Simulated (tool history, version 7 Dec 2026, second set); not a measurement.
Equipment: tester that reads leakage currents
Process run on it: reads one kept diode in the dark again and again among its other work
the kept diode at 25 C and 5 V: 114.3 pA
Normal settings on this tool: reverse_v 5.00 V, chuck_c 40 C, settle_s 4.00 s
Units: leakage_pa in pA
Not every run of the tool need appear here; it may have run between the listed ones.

run      day  reverse_v  chuck_c  settle_s  leakage_pa
  1    0.000       5.00       40      4.00      371.86
  2    8.142       5.00       35      4.00      254.89
  3   15.879       5.00       40      4.00      370.88
  4   26.950       5.13       40      4.00      376.86
  5   33.508       5.13       40      4.00      378.24
  6   39.150       5.00       40      4.00      370.26
  7   45.438       5.00       40      4.00      372.01
  8   56.238       5.00       40      4.00      371.25
  9   65.192       5.00       40      4.00      369.00
 10   76.346      10.20       29      1.34      240.63
 11   83.817       5.00       28      0.53      148.03
 12   93.154      18.60       29      4.00      336.41
 13  100.275      18.60       40      3.83      784.45
 14  108.800       4.07       32      3.83      178.54
 15  114.317       4.07       32      3.83      178.67

Missing from the log above: 1 entry noted between runs. For each, name the pair of listed runs it sits between and say how the tool's hidden condition differs from the listed run just before to the listed run just after:
In the gap between runs 9 and 10: chuck's temperature calibrated (day 72.579)
  stray current of the dirty probe card, pA a volt: 0.028 -> 0.029; true chuck temperature over the reading, C: 0.01 -> 0

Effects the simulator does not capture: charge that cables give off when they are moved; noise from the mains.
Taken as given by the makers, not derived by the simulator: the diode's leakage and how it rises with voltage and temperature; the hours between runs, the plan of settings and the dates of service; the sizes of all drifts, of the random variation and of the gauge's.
